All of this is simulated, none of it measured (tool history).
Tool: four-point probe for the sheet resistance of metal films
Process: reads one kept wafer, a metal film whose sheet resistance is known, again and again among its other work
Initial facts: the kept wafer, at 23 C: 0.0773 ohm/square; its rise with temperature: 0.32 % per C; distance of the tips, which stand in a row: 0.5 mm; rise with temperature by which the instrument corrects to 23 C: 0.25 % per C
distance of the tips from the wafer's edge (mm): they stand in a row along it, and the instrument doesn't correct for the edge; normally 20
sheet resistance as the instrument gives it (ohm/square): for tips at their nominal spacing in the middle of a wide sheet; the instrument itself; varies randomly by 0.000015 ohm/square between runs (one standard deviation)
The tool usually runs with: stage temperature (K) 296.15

| run | hour | stage temperature (K) | distance of the tips from the wafer's edge (mm) | sheet resistance as the instrument gives it (ohm/square) |
|---|---|---|---|---|
| 1 | 0.0 | 296.15 | 20 | 0.077723 |
| 2 | 28.9 | 299.15 | 20 | 0.077890 |
| 3 | 82.8 | 299.15 | 20 | 0.077912 |
| 4 | 133.2 | 306.15 | 20 | 0.078235 |
| 5 | 169.3 | 298.15 | 20 | 0.077881 |
| 6 | 200.0 | 298.15 | 20 | 0.077887 |
| 7 | 228.2 | 298.15 | 20 | 0.077898 |
| 8 | 285.3 | 296.15 | 20 | 0.077792 |
| 9 | 344.8 | 296.15 | 20 | 0.077834 |
| 10 | 398.6 | 296.15 | 54 | 0.077805 |
| 11 | 450.8 | 296.15 | 54 | 0.077825 |
| 12 | 485.2 | 296.15 | 20 | 0.077863 |
| 13 | 517.1 | 296.15 | 20 | 0.077853 |
| 14 | 570.9 | 296.15 | 20 | 0.077877 |
| 15 | 625.3 | 296.15 | 20 | 0.077893 |
| 16 | 683.2 | 292.15 | 20 | 0.077692 |
| 17 | 708.5 | 292.15 | 3 | 0.078818 |
|  | 754.7 | new probe head fitted |
| 18 | 767.9 | 292.15 | 3 | 0.078296 |
| 19 | 820.3 | 299.15 | 20 | 0.077550 |
| 20 | 871.4 | 299.15 | 20 | 0.077591 |
| 21 | 897.8 | 299.15 | 60 | 0.077526 |
| 22 | 952.1 | 299.15 | 60 | 0.077559 |
| 23 | 977.0 | 300.15 | 8 | 0.077772 |
| 24 | 1024.1 | 294.15 | 11 | 0.077444 |
|  | 1027.3 | stage's thermometer calibrated |
| 25 | 1077.2 | 294.15 | 11 | 0.077344 |
| 26 | 1118.1 | 306.15 | 49 | 0.077918 |
| 27 | 1166.3 | 304.15 | 55 | 0.077809 |
| 28 | 1219.9 | 296.15 | 14 | 0.077463 |
|  | 1231.9 | stage's thermometer calibrated, once more |
| 29 | 1267.5 | 302.15 | 14 | 0.077987 |
| 30 | 1323.9 | 302.15 | 14 | 0.078001 |
| 31 | 1360.7 | 296.15 | 25 | 0.077675 |
| 32 | 1395.7 | 298.15 | 7 | 0.077986 |
| 33 | 1443.1 | 298.15 | 7 | 0.077978 |
| 34 | 1501.9 | 295.15 | 14 | 0.077690 |
| 35 | 1526.0 | 295.15 | 14 | 0.077735 |
| 36 | 1557.1 | 292.15 | 34 | 0.077522 |
| 37 | 1602.0 | 292.15 | 34 | 0.077520 |
| 38 | 1647.3 | 292.15 | 34 | 0.077514 |
| 39 | 1677.9 | 304.15 | 34 | 0.078118 |
| 40 | 1727.9 | 293.15 | 10 | 0.077703 |
| 41 | 1769.1 | 297.15 | 20 | 0.077846 |
| 42 | 1805.4 | 299.15 | 20 | 0.077927 |
| 43 | 1846.1 | 308.15 | 4 | 0.079031 |
| 44 | 1870.8 | 308.15 | 4 | 0.079028 |

Same runs, no hidden state in the tool, same run-to-run variation:
The hidden state here: inner tips' distance over the nominal, %; tips' flats over new ones', %; wafer's true temperature over the reading, C; drift of the gauge itself on sheet_ohm, %.
| run | sheet resistance as the instrument gives it (ohm/square) |
|---|---|
| 1 | 0.077321 |
| 2 | 0.077479 |
| 3 | 0.077486 |
| 4 | 0.077791 |
| 5 | 0.077432 |
| 6 | 0.077430 |
| 7 | 0.077434 |
| 8 | 0.077314 |
| 9 | 0.077340 |
| 10 | 0.077297 |
| 11 | 0.077303 |
| 12 | 0.077332 |
| 13 | 0.077315 |
| 14 | 0.077324 |
| 15 | 0.077323 |
| 16 | 0.077111 |
| 17 | 0.078221 |
| 18 | 0.078235 |
| 19 | 0.077474 |
| 20 | 0.077501 |
| 21 | 0.077430 |
| 22 | 0.077449 |
| 23 | 0.077654 |
| 24 | 0.077318 |
| 25 | 0.077266 |
| 26 | 0.077821 |
| 27 | 0.077700 |
| 28 | 0.077345 |
| 29 | 0.077654 |
| 30 | 0.077653 |
| 31 | 0.077319 |
| 32 | 0.077620 |
| 33 | 0.077600 |
| 34 | 0.077296 |
| 35 | 0.077335 |
| 36 | 0.077115 |
| 37 | 0.077100 |
| 38 | 0.077081 |
| 39 | 0.077673 |
| 40 | 0.077247 |
| 41 | 0.077379 |
| 42 | 0.077448 |
| 43 | 0.078534 |
| 44 | 0.078524 |
